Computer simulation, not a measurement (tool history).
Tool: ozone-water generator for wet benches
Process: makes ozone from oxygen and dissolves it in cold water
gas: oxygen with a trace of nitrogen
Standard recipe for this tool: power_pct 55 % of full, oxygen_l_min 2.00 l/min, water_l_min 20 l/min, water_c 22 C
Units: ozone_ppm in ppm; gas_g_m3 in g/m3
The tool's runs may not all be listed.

run 1 hour=0.0 | power_pct=55 oxygen_l_min=2.00 water_l_min=20 water_c=22 | ozone_ppm=7.4 gas_g_m3=133.2
run 2 hour=132.5 | power_pct=55 oxygen_l_min=2.00 water_l_min=20 water_c=22 | ozone_ppm=7.4 gas_g_m3=132.8
run 3 hour=228.0 | power_pct=55 oxygen_l_min=2.00 water_l_min=20 water_c=15 | ozone_ppm=7.6 gas_g_m3=134.1
run 4 hour=331.9 | power_pct=55 oxygen_l_min=2.00 water_l_min=20 water_c=20 | ozone_ppm=7.4 gas_g_m3=132.7
run 5 hour=463.0 | power_pct=55 oxygen_l_min=2.00 water_l_min=20 water_c=20 | ozone_ppm=7.5 gas_g_m3=133.3
run 6 hour=576.4 | power_pct=55 oxygen_l_min=2.00 water_l_min=20 water_c=30 | ozone_ppm=6.9 gas_g_m3=132.6
run 7 hour=730.2 | power_pct=55 oxygen_l_min=2.00 water_l_min=20 water_c=22 | ozone_ppm=7.4 gas_g_m3=134.6
run 8 hour=873.1 | power_pct=55 oxygen_l_min=2.00 water_l_min=20 water_c=22 | ozone_ppm=7.3 gas_g_m3=133.3
run 9 hour=980.3 | power_pct=55 oxygen_l_min=2.00 water_l_min=20 water_c=22 | ozone_ppm=7.2 gas_g_m3=132.8
run 10 hour=1055.9 | power_pct=55 oxygen_l_min=2.00 water_l_min=18 water_c=22 | ozone_ppm=8.4 gas_g_m3=133.7
-- hour=1122.6 contactor cleaned
run 11 hour=1168.8 | power_pct=55 oxygen_l_min=2.00 water_l_min=18 water_c=22 | ozone_ppm=8.4 gas_g_m3=132.9
run 12 hour=1252.1 | power_pct=55 oxygen_l_min=1.44 water_l_min=13 water_c=22 | ozone_ppm=10.1 gas_g_m3=147.5
run 13 hour=1330.4 | power_pct=55 oxygen_l_min=1.44 water_l_min=13 water_c=22 | ozone_ppm=10.1 gas_g_m3=147.5
run 14 hour=1444.3 | power_pct=55 oxygen_l_min=1.44 water_l_min=13 water_c=22 | ozone_ppm=10.0 gas_g_m3=148.6
run 15 hour=1554.1 | power_pct=55 oxygen_l_min=1.44 water_l_min=13 water_c=22 | ozone_ppm=10.1 gas_g_m3=146.7
run 16 hour=1662.0 | power_pct=87 oxygen_l_min=1.96 water_l_min=13 water_c=22 | ozone_ppm=17.3 gas_g_m3=207.1
run 17 hour=1777.2 | power_pct=87 oxygen_l_min=1.96 water_l_min=13 water_c=22 | ozone_ppm=17.3 gas_g_m3=208.6
run 18 hour=1943.4 | power_pct=80 oxygen_l_min=1.96 water_l_min=13 water_c=22 | ozone_ppm=15.9 gas_g_m3=192.6
run 19 hour=2072.3 | power_pct=80 oxygen_l_min=1.96 water_l_min=13 water_c=22 | ozone_ppm=16.0 gas_g_m3=192.5

Alternative continuations, all from the tool just after run 19; predict every row:
run A hour=2219.1 | power_pct=83 oxygen_l_min=1.96 water_l_min=13 water_c=22 | ozone_ppm=? gas_g_m3=?
run B hour=2219.1 | power_pct=80 oxygen_l_min=1.96 water_l_min=13 water_c=18 | ozone_ppm=? gas_g_m3=?
run C hour=2219.1 | power_pct=78 oxygen_l_min=1.96 water_l_min=15 water_c=22 | ozone_ppm=? gas_g_m3=?
run D hour=2219.1 | power_pct=80 oxygen_l_min=1.96 water_l_min=14 water_c=14 | ozone_ppm=? gas_g_m3=?

run=A ozone_ppm=16.2 gas_g_m3=196.6
run=B ozone_ppm=16.7 gas_g_m3=189.1
run=C ozone_ppm=13.6 gas_g_m3=186.0
run=D ozone_ppm=15.9 gas_g_m3=192.1
Without the tool's unlogged condition, the same runs would have read:
run=A ozone_ppm=16.2 gas_g_m3=196.7
run=B ozone_ppm=16.7 gas_g_m3=189.2
run=C ozone_ppm=13.6 gas_g_m3=186.2
run=D ozone_ppm=15.9 gas_g_m3=192.2
